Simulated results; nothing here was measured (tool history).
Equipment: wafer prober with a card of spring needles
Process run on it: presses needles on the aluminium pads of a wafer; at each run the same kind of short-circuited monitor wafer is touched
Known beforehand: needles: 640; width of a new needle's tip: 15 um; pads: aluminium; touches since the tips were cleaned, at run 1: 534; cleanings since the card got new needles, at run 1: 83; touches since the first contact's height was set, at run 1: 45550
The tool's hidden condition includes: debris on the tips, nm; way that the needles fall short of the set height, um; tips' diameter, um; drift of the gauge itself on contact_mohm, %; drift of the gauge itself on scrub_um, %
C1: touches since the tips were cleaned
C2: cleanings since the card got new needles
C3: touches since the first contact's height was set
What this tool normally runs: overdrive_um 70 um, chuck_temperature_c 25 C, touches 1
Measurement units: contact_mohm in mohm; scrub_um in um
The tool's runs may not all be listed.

run 1 hour=0 | overdrive_um=70 chuck_temperature_c=25 touches=1 | C1=534 C2=83 C3=45550 | contact_mohm=155 scrub_um=13.07
-- hour=12.1 tips cleaned on abrasive film
-- hour=24.2 tips cleaned on abrasive film
-- hour=39.3 tips cleaned on abrasive film
-- hour=54.4 tips cleaned on abrasive film
run 2 hour=59.8 | overdrive_um=70 chuck_temperature_c=25 touches=1 | C1=1788 C2=87 C3=65345 | contact_mohm=177 scrub_um=13.03
-- hour=68.9 tips cleaned on abrasive film
-- hour=81 tips cleaned on abrasive film
-- hour=96.1 tips cleaned on abrasive film
-- hour=111.2 tips cleaned on abrasive film
-- hour=126.3 tips cleaned on abrasive film
run 3 hour=132.1 | overdrive_um=70 chuck_temperature_c=25 touches=1 | C1=1944 C2=92 C3=89296 | contact_mohm=186 scrub_um=12.95
-- hour=141.2 tips cleaned on abrasive film
-- hour=153.3 tips cleaned on abrasive film
-- hour=168.4 tips cleaned on abrasive film
-- hour=180.5 tips cleaned on abrasive film
-- hour=195.6 tips cleaned on abrasive film
run 4 hour=196.8 | overdrive_um=70 chuck_temperature_c=25 touches=1 | C1=404 C2=97 C3=110707 | contact_mohm=153 scrub_um=12.94
-- hour=208.9 tips cleaned on abrasive film
-- hour=209.2 height of the first contact set anew
-- hour=224.3 tips cleaned on abrasive film
-- hour=239.4 tips cleaned on abrasive film
run 5 hour=247 | overdrive_um=70 chuck_temperature_c=25 touches=1 | C1=2538 C2=100 C3=12542 | contact_mohm=195 scrub_um=12.78
-- hour=253.1 tips cleaned on abrasive film
-- hour=265.2 tips cleaned on abrasive film
-- hour=280.3 tips cleaned on abrasive film
-- hour=295.4 tips cleaned on abrasive film
run 6 hour=297.2 | overdrive_um=70 chuck_temperature_c=25 touches=1 | C1=601 C2=104 C3=29148 | contact_mohm=157 scrub_um=12.67
-- hour=309.3 tips cleaned on abrasive film
-- hour=324.4 tips cleaned on abrasive film
-- hour=339.5 tips cleaned on abrasive film
-- hour=351.6 tips cleaned on abrasive film
-- hour=366.7 tips cleaned on abrasive film
-- hour=378.8 tips cleaned on abrasive film
run 7 hour=382.5 | overdrive_um=70 chuck_temperature_c=25 touches=1 | C1=1205 C2=110 C3=57363 | contact_mohm=171 scrub_um=12.6
-- hour=391.6 tips cleaned on abrasive film
-- hour=403.7 tips cleaned on abrasive film
-- hour=415.8 tips cleaned on abrasive film
-- hour=430.9 tips cleaned on abrasive film
-- hour=446 tips cleaned on abrasive film
run 8 hour=448.2 | overdrive_um=70 chuck_temperature_c=25 touches=1 | C1=756 C2=115 C3=79129 | contact_mohm=161 scrub_um=12.56
-- hour=460.3 tips cleaned on abrasive film
-- hour=472.4 tips cleaned on abrasive film
-- hour=487.5 tips cleaned on abrasive film
-- hour=502.6 tips cleaned on abrasive film
-- hour=517.7 tips cleaned on abrasive film
-- hour=529.8 tips cleaned on abrasive film
run 9 hour=531.4 | overdrive_um=70 chuck_temperature_c=33 touches=1 | C1=530 C2=121 C3=106669 | contact_mohm=159 scrub_um=12.49
-- hour=540.7 height of the first contact set anew, once more
-- hour=543.8 tips cleaned on abrasive film
-- hour=558.9 tips cleaned on abrasive film
-- hour=574 tips cleaned on abrasive film
-- hour=586.1 tips cleaned on abrasive film
-- hour=601.2 tips cleaned on abrasive film
run 10 hour=605.1 | overdrive_um=52 chuck_temperature_c=25 touches=1 | C1=1300 C2=126 C3=21307 | contact_mohm=201 scrub_um=9.73
-- hour=614.2 tips cleaned on abrasive film
-- hour=629.3 tips cleaned on abrasive film
-- hour=644.4 tips cleaned on abrasive film
run 11 hour=645.6 | overdrive_um=70 chuck_temperature_c=25 touches=2 | C1=403 C2=129 C3=34716 | contact_mohm=142 scrub_um=13.1
-- hour=657.8 tips cleaned on abrasive film
-- hour=672.9 tips cleaned on abrasive film
-- hour=688 tips cleaned on abrasive film
-- hour=703.1 tips cleaned on abrasive film
-- hour=715.2 tips cleaned on abrasive film
run 12 hour=719.7 | overdrive_um=70 chuck_temperature_c=25 touches=2 | C1=1510 C2=134 C3=59235 | contact_mohm=154 scrub_um=13.08
-- hour=728.8 tips cleaned on abrasive film
-- hour=743.9 tips cleaned on abrasive film
-- hour=759 tips cleaned on abrasive film
-- hour=771.1 tips cleaned on abrasive film
-- hour=786.2 tips cleaned on abrasive film
-- hour=798.3 tips cleaned on abrasive film
run 13 hour=805.8 | overdrive_um=70 chuck_temperature_c=47 touches=2 | C1=2495 C2=140 C3=87738 | contact_mohm=176 scrub_um=12.98
-- hour=811.9 tips cleaned on abrasive film
-- hour=827 tips cleaned on abrasive film
-- hour=842.1 tips cleaned on abrasive film
-- hour=857.2 tips cleaned on abrasive film
-- hour=869.3 tips cleaned on abrasive film
-- hour=881.8 tips cleaned on abrasive film
run 14 hour=881.8 | overdrive_um=56 chuck_temperature_c=100 touches=3 | C1=0 C2=146 C3=112879 | contact_mohm=160 scrub_um=10.25
-- hour=888.1 height of the first contact set anew
-- hour=897.2 tips cleaned on abrasive film
-- hour=912.3 tips cleaned on abrasive film
-- hour=927.4 tips cleaned on abrasive film
run 15 hour=932.1 | overdrive_um=60 chuck_temperature_c=100 touches=2 | C1=1592 C2=149 C3=14596 | contact_mohm=188 scrub_um=11.3
-- hour=941.2 tips cleaned on abrasive film
-- hour=956.3 tips cleaned on abrasive film
-- hour=968.5 tips cleaned on abrasive film
-- hour=983.6 tips cleaned on abrasive film
-- hour=995.7 tips cleaned on abrasive film
run 16 hour=996.8 | overdrive_um=54 chuck_temperature_c=69 touches=2 | C1=396 C2=154 C3=36000 | contact_mohm=170 scrub_um=10.05
-- hour=1008.9 tips cleaned on abrasive film
-- hour=1024 tips cleaned on abrasive film
-- hour=1039.1 tips cleaned on abrasive film
-- hour=1051.2 tips cleaned on abrasive film
run 17 hour=1063.2 | overdrive_um=70 chuck_temperature_c=108 touches=1 | C1=3975 C2=158 C3=57982 | contact_mohm=228 scrub_um=13.05
-- hour=1066.3 tips cleaned on abrasive film
-- hour=1078.4 tips cleaned on abrasive film
-- hour=1093.5 tips cleaned on abrasive film
-- hour=1105.6 tips cleaned on abrasive film
-- hour=1117.7 tips cleaned on abrasive film
run 18 hour=1117.7 | overdrive_um=75 chuck_temperature_c=70 touches=1 | C1=0 C2=163 C3=75991 | contact_mohm=148 scrub_um=13.91
-- hour=1130.4 tips cleaned on abrasive film
-- hour=1142.5 tips cleaned on abrasive film
-- hour=1157.6 tips cleaned on abrasive film
-- hour=1171.3 tips cleaned on abrasive film
run 19 hour=1171.3 | overdrive_um=53 chuck_temperature_c=72 touches=1 | C1=0 C2=167 C3=93726 | contact_mohm=171 scrub_um=9.73
-- hour=1183.4 tips cleaned on abrasive film
-- hour=1198.5 tips cleaned on abrasive film
-- hour=1210.6 tips cleaned on abrasive film
-- hour=1225.7 tips cleaned on abrasive film
-- hour=1235 height of the first contact set anew
-- hour=1241.1 tips cleaned on abrasive film
run 20 hour=1241.2 | overdrive_um=75 chuck_temperature_c=72 touches=2 | C1=24 C2=172 C3=2025 | contact_mohm=145 scrub_um=14.13
-- hour=1253.4 tips cleaned on abrasive film
-- hour=1265.5 tips cleaned on abrasive film
-- hour=1280.6 tips cleaned on abrasive film
run 21 hour=1289.7 | overdrive_um=60 chuck_temperature_c=84 touches=1 | C1=3033 C2=175 C3=18099 | contact_mohm=247 scrub_um=11.26
-- hour=1292.7 tips cleaned on abrasive film
-- hour=1307.8 tips cleaned on abrasive film
-- hour=1322.9 tips cleaned on abrasive film
-- hour=1335 tips cleaned on abrasive film
-- hour=1350.1 tips cleaned on abrasive film
-- hour=1362.2 tips cleaned on abrasive film
run 22 hour=1373.1 | overdrive_um=60 chuck_temperature_c=84 touches=1 | C1=3619 C2=181 C3=45721 | contact_mohm=258 scrub_um=11.21
-- hour=1376.2 tips cleaned on abrasive film
-- hour=1391.3 tips cleaned on abrasive film
-- hour=1406.4 tips cleaned on abrasive film
-- hour=1421.5 tips cleaned on abrasive film
run 23 hour=1423.3 | overdrive_um=51 chuck_temperature_c=68 touches=1 | C1=595 C2=185 C3=62321 | contact_mohm=206 scrub_um=9.43

Consider 5 possible next runs. They are alternatives, not a sequence: every one starts from the tool as it was left by run 23. What does each give?
-- hour=1435.4 tips cleaned on abrasive film
-- hour=1450.5 tips cleaned on abrasive film
-- hour=1465.6 tips cleaned on abrasive film
-- hour=1480.7 tips cleaned on abrasive film
run A hour=1492.2 | overdrive_um=51 chuck_temperature_c=115 touches=1 | C1=3834 C2=189 C3=85162 | contact_mohm=? scrub_um=?
-- hour=1435.4 tips cleaned on abrasive film
-- hour=1450.5 tips cleaned on abrasive film
-- hour=1465.6 tips cleaned on abrasive film
-- hour=1480.7 tips cleaned on abrasive film
run B hour=1492.2 | overdrive_um=74 chuck_temperature_c=25 touches=1 | C1=3834 C2=189 C3=85162 | contact_mohm=? scrub_um=?
-- hour=1435.4 tips cleaned on abrasive film
-- hour=1450.5 tips cleaned on abrasive film
-- hour=1465.6 tips cleaned on abrasive film
-- hour=1480.7 tips cleaned on abrasive film
run C hour=1492.2 | overdrive_um=67 chuck_temperature_c=40 touches=1 | C1=3834 C2=189 C3=85162 | contact_mohm=? scrub_um=?
-- hour=1435.4 tips cleaned on abrasive film
-- hour=1450.5 tips cleaned on abrasive film
-- hour=1465.6 tips cleaned on abrasive film
-- hour=1480.7 tips cleaned on abrasive film
run D hour=1492.2 | overdrive_um=51 chuck_temperature_c=51 touches=1 | C1=3834 C2=189 C3=85162 | contact_mohm=? scrub_um=?
-- hour=1435.4 tips cleaned on abrasive film
-- hour=1450.5 tips cleaned on abrasive film
-- hour=1465.6 tips cleaned on abrasive film
-- hour=1480.7 tips cleaned on abrasive film
run E hour=1492.2 | overdrive_um=52 chuck_temperature_c=69 touches=1 | C1=3834 C2=189 C3=85162 | contact_mohm=? scrub_um=?

run=A contact_mohm=306 scrub_um=9.39
run=B contact_mohm=215 scrub_um=13.72
run=C contact_mohm=234 scrub_um=12.44
run=D contact_mohm=313 scrub_um=9.4
run=E contact_mohm=303 scrub_um=9.59
Without the tool's unlogged condition, the same runs would have read:
run=A contact_mohm=156 scrub_um=9.59
run=B contact_mohm=129 scrub_um=13.93
run=C contact_mohm=133 scrub_um=12.65
run=D contact_mohm=146 scrub_um=9.61
run=E contact_mohm=147 scrub_um=9.8

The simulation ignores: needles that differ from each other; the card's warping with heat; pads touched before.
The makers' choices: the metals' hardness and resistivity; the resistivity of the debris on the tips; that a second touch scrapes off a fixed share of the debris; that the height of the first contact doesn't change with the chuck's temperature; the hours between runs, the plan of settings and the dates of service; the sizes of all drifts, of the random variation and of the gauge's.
